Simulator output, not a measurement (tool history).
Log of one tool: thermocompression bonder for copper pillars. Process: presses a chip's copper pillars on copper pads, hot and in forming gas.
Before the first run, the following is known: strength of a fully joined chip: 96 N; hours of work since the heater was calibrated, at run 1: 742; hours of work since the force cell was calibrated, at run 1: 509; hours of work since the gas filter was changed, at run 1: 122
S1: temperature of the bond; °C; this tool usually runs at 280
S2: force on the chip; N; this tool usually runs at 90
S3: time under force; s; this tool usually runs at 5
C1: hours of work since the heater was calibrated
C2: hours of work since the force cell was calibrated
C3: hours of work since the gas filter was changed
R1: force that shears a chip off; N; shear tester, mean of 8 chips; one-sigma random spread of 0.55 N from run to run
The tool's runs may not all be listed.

run     day   S1  S2  S3    C1    C2   C3    R1
  1   0.000  280  90   5   742   509  122  56.2
  2   1.333  280  90   5   764   531  144  56.8
  3   2.888  280  90   5   790   556  170  56.1
  4   4.392  280  90   5   815   581  195  56.1
  5   6.154  280  90   5   844   610  224  55.7
      7.133  -- forming gas filter changed
  6   7.462  280  90   5   865   631    5  58.1
  7   9.608  280  90   5   900   667   41  58.1
  8  11.492  283  90   5   931   698   72  58.1
  9  13.138  262  90   5   958   725   99  47.4
 10  15.079  262  90   5   990   757  131  46.2
 11  16.875  262  90   5  1020   786  160  46.1
 12  18.900  256  90   5  1053   820  194  42.4
 13  20.650  256  90   5  1082   848  222  42.1
     21.738  -- forming gas filter changed
 14  22.671  256  90   5  1115   881   15  44.2
 15  24.262  256  90   5  1141   907   41  43.5
 16  26.712  256  90   5  1181   948   82  43.7
 17  29.012  256  90   5  1219   986  120  43.0
     29.242  -- heater calibrated with a thermocouple chip
 18  31.062  256  90   5    30  1018  152  41.6
 19  33.329  289  90   5    67  1055  189  59.8
 20  34.733  289  90   5    90  1078  212  59.2
     36.529  -- forming gas filter changed
     37.192  -- heater calibrated with a thermocouple chip, once more
 21  37.346  289  90   5     3  1120   12  66.1
 22  39.100  301  90   3    31  1148   41  62.7
 23  41.279  301  90   3    67  1184   77  61.9
 24  43.358  257  76  11   101  1219  111  51.8
 25  45.117  257  76   9   130  1247  140  48.5
 26  47.129  254  90   4   164  1281  173  40.1
 27  48.654  273  63  10   189  1306  198  50.5
 28  50.912  273  63   4   226  1343  235  35.0
     51.254  -- forming gas filter changed
 29  53.104  273  63   4   262  1379   30  37.7
 30  54.738  273  63   4   288  1405   57  37.1
 31  55.783  252  59   3   306  1423   75  22.9
 32  57.942  280  72   3   341  1458  110  41.1
 33  60.167  296  90   5   378  1495  147  67.9
 34  62.604  304  90  13   418  1535  187  81.4
     63.888  -- force cell calibrated
 35  65.033  304  90   6   457    19  226  68.4
     65.954  -- forming gas filter changed
 36  66.154  304  61   3   475    37    3  43.7
 37  68.029  304  61   3   506    68   34  42.9
 38  69.958  298  90   5   537   100   66  65.4
 39  71.292  282  90   5   559   122   88  57.2

Per-run results on a tool with no hidden state, each run keeping its own random variation:
Hidden state at play: true temperature of the bond over the reading, C; force that reaches the chip, % of what is set; oxide that the forming gas leaves, % of the face; drift of the gauge itself on shear_n, %.
run    R1
  1  57.6
  2  58.5
  3  58.2
  4  58.5
  5  58.6
  6  57.9
  7  58.4
  8  58.9
  9  48.4
 10  47.5
 11  47.8
 12  44.4
 13  44.4
 14  44.1
 15  43.7
 16  44.4
 17  44.1
 18  44.3
 19  63.6
 20  63.3
 21  63.8
 22  60.8
 23  60.6
 24  50.9
 25  48.0
 26  39.8
 27  50.8
 28  35.3
 29  36.0
 30  35.6
 31  22.0
 32  40.1
 33  68.0
 34  84.0
 35  73.6
 36  44.7
 37  44.2
 38  67.7
 39  59.7
